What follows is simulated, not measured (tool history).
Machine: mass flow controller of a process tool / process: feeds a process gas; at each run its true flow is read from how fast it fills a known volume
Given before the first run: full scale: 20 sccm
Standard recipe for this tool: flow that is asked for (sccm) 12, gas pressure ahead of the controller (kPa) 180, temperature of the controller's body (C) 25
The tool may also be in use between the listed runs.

run	hour	flow that is asked for (sccm)	gas pressure ahead of the controller (kPa)	temperature of the controller's body (C)	true flow (%)
1	0	12	180	25	99.71
2	113.7	12	194	25	99.88
3	293.4	12	194	25	99.85
4	421.1	9	194	25	99.81
5	522.9	12	278	25	100.41
6	627.3	12	180	25	99.69
7	755.3	5	180	25	99.83
8	900.6	12	180	25	99.83
9	997.2	2	229	32	101.23
10	1128.3	2	229	32	101.24
11	1240.1	2	229	32	101.44
12	1347.8	2	180	25	100.4
13	1426.7	9	159	25	100
14	1583.6	8	180	29	100.29
15	1718.4	12	210	23	100.16

Each row is a separate what-if for the run after 15, all from the same tool condition, not one after another. Results?
A	1848.8	8	179	38	?
B	1848.8	12	143	25	?
C	1848.8	12	180	24	?
D	1848.8	12	178	25	?

run	true flow (%)
A	101.28
B	99.76
C	100.03
D	100
With no hidden state in the tool, these same runs would have given:
run	true flow (%)
A	100.67
B	99.25
C	99.52
D	99.48
